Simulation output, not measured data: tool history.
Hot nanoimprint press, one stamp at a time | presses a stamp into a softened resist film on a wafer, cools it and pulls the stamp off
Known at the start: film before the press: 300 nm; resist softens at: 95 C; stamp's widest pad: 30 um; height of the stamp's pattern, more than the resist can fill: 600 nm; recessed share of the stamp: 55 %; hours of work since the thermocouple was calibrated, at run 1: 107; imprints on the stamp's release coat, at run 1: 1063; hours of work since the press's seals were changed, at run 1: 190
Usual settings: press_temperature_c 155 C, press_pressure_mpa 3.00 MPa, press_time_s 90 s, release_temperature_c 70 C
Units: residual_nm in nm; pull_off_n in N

run,day,press_temperature_c,press_pressure_mpa,press_time_s,release_temperature_c,hours of work since the thermocouple was calibrated,imprints on the stamp's release coat,hours of work since the press's seals were changed,residual_nm,pull_off_n
1,0.000,155,3.00,90,70,107,1063,190,142.1,191
2,0.238,155,3.00,90,70,110,1079,192,141.4,192
3,0.546,155,3.00,90,70,113,1101,196,139.9,189
4,0.762,155,3.00,68,70,115,1116,198,154.9,187
5,1.075,155,3.00,68,70,119,1137,202,156.1,196
6,1.483,163,1.94,90,72,123,1165,206,113.5,189
7,1.746,163,1.94,90,72,126,1184,209,114.2,190
# day 2.338: stamp cleaned and given a new release coat
8,2.471,163,1.94,90,72,131,9,214,116.2,143

Run 9 comes next. What will it give?
9,2.771,163,1.94,72,72,134,29,217,?,?

{"run 9": {"residual_nm": 125.0, "pull_off_n": 139}}
Without the tool's hidden state the same run would have given residual_nm 122.3 nm, pull_off_n 138 N.
